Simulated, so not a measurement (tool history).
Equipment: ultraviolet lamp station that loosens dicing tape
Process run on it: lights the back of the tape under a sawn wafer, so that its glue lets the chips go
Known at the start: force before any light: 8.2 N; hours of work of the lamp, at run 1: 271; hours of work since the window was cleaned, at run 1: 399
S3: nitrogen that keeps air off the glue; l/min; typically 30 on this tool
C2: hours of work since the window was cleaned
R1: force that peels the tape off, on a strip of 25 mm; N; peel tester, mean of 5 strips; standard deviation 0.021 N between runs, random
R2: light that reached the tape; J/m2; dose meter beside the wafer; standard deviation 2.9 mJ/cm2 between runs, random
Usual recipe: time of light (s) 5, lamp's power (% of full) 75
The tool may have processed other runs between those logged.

Run 1, hour 0: usual settings; hours of work of the lamp 271; C2 399. Result: R1 1.434 N, R2 3600 J/m2.
Run 2, hour 9.7: usual settings; hours of work of the lamp 277; C2 405. Result: R1 1.387 N, R2 3520 J/m2.
Run 3, hour 15.1: usual settings; hours of work of the lamp 281; C2 409. Result: R1 1.45 N, R2 3560 J/m2.
Run 4, hour 20.6: usual settings; hours of work of the lamp 284; C2 412. Result: R1 1.475 N, R2 3580 J/m2.
Run 5, hour 30.1: usual settings; hours of work of the lamp 290; C2 418. Result: R1 1.454 N, R2 3560 J/m2.
Run 6, hour 36.9: usual settings but lamp's power (% of full) 62; hours of work of the lamp 295; C2 423. Result: R1 2.015 N, R2 2900 J/m2.
Run 7, hour 45.3: usual settings; hours of work of the lamp 300; C2 428. Result: R1 1.51 N, R2 3490 J/m2.
Run 8, hour 56.4: usual settings; hours of work of the lamp 307; C2 435. Result: R1 1.549 N, R2 3510 J/m2.
Run 9, hour 64.1: usual settings; hours of work of the lamp 312; C2 440. Result: R1 1.518 N, R2 3500 J/m2.
Run 10, hour 70: usual settings but S3 9 l/min; hours of work of the lamp 316; C2 444. Result: R1 2.824 N, R2 3530 J/m2.
Run 11, hour 78.7: usual settings; hours of work of the lamp 322; C2 450. Result: R1 1.518 N, R2 3500 J/m2.
Run 12, hour 83.6: usual settings; hours of work of the lamp 325; C2 453. Result: R1 1.52 N, R2 3520 J/m2.
Run 13, hour 91.9: usual settings; hours of work of the lamp 330; C2 458. Result: R1 1.457 N, R2 3470 J/m2.
Run 14, hour 98.5: usual settings; hours of work of the lamp 335; C2 463. Result: R1 1.534 N, R2 3420 J/m2.
Run 15, hour 109.8: usual settings but S3 25 l/min; hours of work of the lamp 342; C2 470. Result: R1 1.71 N, R2 3440 J/m2.
Run 16, hour 114.5: usual settings but S3 25 l/min; hours of work of the lamp 345; C2 473. Result: R1 1.693 N, R2 3440 J/m2.
Run 17, hour 120.6: usual settings; hours of work of the lamp 349; C2 477. Result: R1 1.535 N, R2 3430 J/m2.
Run 18, hour 128.5: usual settings; hours of work of the lamp 354; C2 482. Result: R1 1.555 N, R2 3400 J/m2.
Run 19, hour 137: usual settings; hours of work of the lamp 360; C2 488. Result: R1 1.603 N, R2 3450 J/m2.
Run 20, hour 145.5: usual settings; hours of work of the lamp 365; C2 493. Result: R1 1.631 N, R2 3400 J/m2.
At hour 147: window cleaned of glue's vapour.
Run 21, hour 157.1: usual settings; hours of work of the lamp 372; C2 7. Result: R1 1.734 N, R2 3190 J/m2.
Run 22, hour 163.5: usual settings but time of light (s) 4; hours of work of the lamp 376; C2 11. Result: R1 2.328 N, R2 2530 J/m2.
Run 23, hour 168.6: usual settings but time of light (s) 4; hours of work of the lamp 380; C2 14. Result: R1 2.301 N, R2 2550 J/m2.
Run 24, hour 173.4: usual settings but time of light (s) 4; hours of work of the lamp 383; C2 17. Result: R1 2.429 N, R2 2580 J/m2.
Run 25, hour 182.7: usual settings but time of light (s) 4; hours of work of the lamp 389; C2 23. Result: R1 2.357 N, R2 2540 J/m2.
Run 26, hour 189.3: usual settings but time of light (s) 4; hours of work of the lamp 393; C2 27. Result: R1 2.34 N, R2 2550 J/m2.
Run 27, hour 200.1: usual settings but time of light (s) 4; hours of work of the lamp 400; C2 34. Result: R1 2.393 N, R2 2530 J/m2.
Run 28, hour 205.9: usual settings but time of light (s) 3, lamp's power (% of full) 95, S3 12 l/min; hours of work of the lamp 404; C2 38. Result: R1 3.619 N, R2 2390 J/m2.
At hour 207.4: window cleaned of glue's vapour, once more.
Run 29, hour 212: usual settings but time of light (s) 3, lamp's power (% of full) 68, S3 16 l/min; hours of work of the lamp 408; C2 3. Result: R1 3.605 N, R2 2130 J/m2.
Run 30, hour 222: usual settings but time of light (s) 4, S3 54 l/min; hours of work of the lamp 414; C2 9. Result: R1 1.297 N, R2 3140 J/m2.
Run 31, hour 230.5: usual settings but time of light (s) 3, lamp's power (% of full) 78; hours of work of the lamp 420; C2 15. Result: R1 2.551 N, R2 2390 J/m2.
Run 32, hour 237.4: usual settings but time of light (s) 3, lamp's power (% of full) 78; hours of work of the lamp 424; C2 19. Result: R1 2.505 N, R2 2420 J/m2.
Run 33, hour 248.7: usual settings but time of light (s) 3, lamp's power (% of full) 78; hours of work of the lamp 431; C2 27. Result: R1 2.629 N, R2 2410 J/m2.
Run 34, hour 254.9: usual settings but time of light (s) 8, lamp's power (% of full) 79, S3 17 l/min; hours of work of the lamp 435; C2 31. Result: R1 0.69 N, R2 6540 J/m2.
Run 35, hour 263.5: usual settings but time of light (s) 8, lamp's power (% of full) 84; hours of work of the lamp 441; C2 36. Result: R1 0.341 N, R2 6830 J/m2.
Run 36, hour 271.2: usual settings but time of light (s) 6, S3 28 l/min; hours of work of the lamp 446; C2 41. Result: R1 0.931 N, R2 4600 J/m2.
Run 37, hour 281.8: usual settings but time of light (s) 4, S3 53 l/min; hours of work of the lamp 453; C2 48. Result: R1 1.379 N, R2 3050 J/m2.
Run 38, hour 287: usual settings but time of light (s) 2, lamp's power (% of full) 89, S3 47 l/min; hours of work of the lamp 456; C2 52. Result: R1 2.961 N, R2 1820 J/m2.
Run 39, hour 293.8: usual settings but lamp's power (% of full) 83, S3 16 l/min; hours of work of the lamp 461; C2 56. Result: R1 1.636 N, R2 4260 J/m2.

The next listed run, before its measurement:
Run 40, hour 299.2: usual settings but S3 45 l/min; hours of work of the lamp 464; C2 60. Result: R1 ?, R2 ?.

R1: 1.004 N
R2: 3810 J/m2
Had the tool carried no hidden state, the very same run would have given R1 0.775 N, R2 4300 J/m2.
